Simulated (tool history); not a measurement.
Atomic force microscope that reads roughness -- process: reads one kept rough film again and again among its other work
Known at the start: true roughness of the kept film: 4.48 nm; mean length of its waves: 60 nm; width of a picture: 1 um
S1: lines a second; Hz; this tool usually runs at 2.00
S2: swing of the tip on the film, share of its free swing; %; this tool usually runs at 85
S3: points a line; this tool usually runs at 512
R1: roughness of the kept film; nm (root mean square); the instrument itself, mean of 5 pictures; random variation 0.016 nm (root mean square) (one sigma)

run 1 hour=0.0 | S1=2.00 S2=85 S3=512 | R1=3.769
run 2 hour=41.1 | S1=2.00 S2=85 S3=512 | R1=3.705
run 3 hour=73.1 | S1=2.00 S2=65 S3=512 | R1=3.844
run 4 hour=137.0 | S1=2.00 S2=65 S3=512 | R1=3.778
-- hour=183.9 new tip fitted
run 5 hour=183.9 | S1=2.00 S2=65 S3=512 | R1=4.224
run 6 hour=232.0 | S1=2.00 S2=82 S3=512 | R1=3.956
run 7 hour=273.5 | S1=2.00 S2=82 S3=512 | R1=3.946
run 8 hour=304.1 | S1=0.73 S2=82 S3=512 | R1=4.036
run 9 hour=346.5 | S1=0.73 S2=82 S3=512 | R1=3.995
run 10 hour=393.7 | S1=0.59 S2=82 S3=512 | R1=3.913
run 11 hour=453.7 | S1=0.59 S2=82 S3=512 | R1=3.847
run 12 hour=492.9 | S1=2.00 S2=62 S3=512 | R1=3.785
run 13 hour=537.5 | S1=2.00 S2=62 S3=512 | R1=3.721
-- hour=558.0 new tip fitted
run 14 hour=599.9 | S1=2.00 S2=62 S3=512 | R1=4.161
run 15 hour=660.0 | S1=2.00 S2=62 S3=512 | R1=4.044
-- hour=663.7 height scale calibrated on a step standard
run 16 hour=708.3 | S1=2.00 S2=62 S3=512 | R1=3.999
run 17 hour=748.6 | S1=3.97 S2=62 S3=512 | R1=3.871
run 18 hour=811.8 | S1=3.97 S2=62 S3=512 | R1=3.754
run 19 hour=844.8 | S1=3.97 S2=62 S3=512 | R1=3.716
run 20 hour=891.1 | S1=3.97 S2=62 S3=512 | R1=3.683
-- hour=932.0 new tip fitted
-- hour=945.6 height scale calibrated on a step standard, once more
run 21 hour=953.6 | S1=3.97 S2=62 S3=512 | R1=4.067
run 22 hour=1013.6 | S1=2.00 S2=85 S3=512 | R1=3.899
run 23 hour=1078.1 | S1=2.00 S2=85 S3=512 | R1=3.809
run 24 hour=1113.7 | S1=2.00 S2=85 S3=512 | R1=3.763
run 25 hour=1173.6 | S1=2.00 S2=62 S3=512 | R1=3.890
run 26 hour=1206.7 | S1=2.00 S2=62 S3=512 | R1=3.842
run 27 hour=1238.8 | S1=3.24 S2=84 S3=257 | R1=3.457
run 28 hour=1278.8 | S1=3.24 S2=84 S3=257 | R1=3.422
-- hour=1305.2 new tip fitted
run 29 hour=1320.5 | S1=3.24 S2=84 S3=257 | R1=3.783
run 30 hour=1384.3 | S1=3.24 S2=58 S3=331 | R1=4.085
run 31 hour=1415.3 | S1=3.24 S2=58 S3=331 | R1=4.018
run 32 hour=1449.4 | S1=3.24 S2=58 S3=331 | R1=3.957
run 33 hour=1492.8 | S1=0.59 S2=58 S3=602 | R1=4.006
run 34 hour=1543.4 | S1=0.59 S2=58 S3=602 | R1=3.950
run 35 hour=1588.0 | S1=3.97 S2=83 S3=596 | R1=3.399
run 36 hour=1626.2 | S1=0.80 S2=69 S3=277 | R1=3.781
run 37 hour=1659.1 | S1=2.57 S2=83 S3=1018 | R1=3.458
-- hour=1677.9 new tip fitted
run 38 hour=1692.0 | S1=2.49 S2=87 S3=1005 | R1=3.839
run 39 hour=1718.6 | S1=2.49 S2=87 S3=1005 | R1=3.800
run 40 hour=1759.8 | S1=2.49 S2=87 S3=1005 | R1=3.758
run 41 hour=1810.9 | S1=2.15 S2=85 S3=567 | R1=3.792
run 42 hour=1873.9 | S1=0.59 S2=81 S3=311 | R1=3.941
run 43 hour=1927.9 | S1=2.88 S2=55 S3=372 | R1=3.881
run 44 hour=1979.9 | S1=0.72 S2=55 S3=488 | R1=3.876
run 45 hour=2010.2 | S1=0.72 S2=55 S3=488 | R1=3.827
run 46 hour=2036.8 | S1=0.72 S2=55 S3=488 | R1=3.837
-- hour=2048.8 new tip fitted
run 47 hour=2065.3 | S1=2.74 S2=55 S3=929 | R1=4.180
run 48 hour=2117.0 | S1=1.24 S2=69 S3=753 | R1=4.075
run 49 hour=2181.2 | S1=0.67 S2=63 S3=512 | R1=4.088
run 50 hour=2215.1 | S1=1.08 S2=63 S3=512 | R1=3.987
run 51 hour=2258.3 | S1=1.08 S2=63 S3=512 | R1=3.931
run 52 hour=2311.1 | S1=1.82 S2=76 S3=437 | R1=3.758

Here are 4 independent what-if runs from the current tool condition. What would each one return?
run A hour=2347.8 | S1=3.70 S2=81 S3=512 | R1=?
run B hour=2347.8 | S1=1.82 S2=57 S3=637 | R1=?
run C hour=2347.8 | S1=1.96 S2=68 S3=459 | R1=?
run D hour=2347.8 | S1=0.84 S2=81 S3=437 | R1=?

run=A R1=3.446
run=B R1=3.786
run=C R1=3.741
run=D R1=3.764
What these runs would have given with no unlogged condition in the tool:
run=A R1=3.850
run=B R1=4.231
run=C R1=4.181
run=D R1=4.207
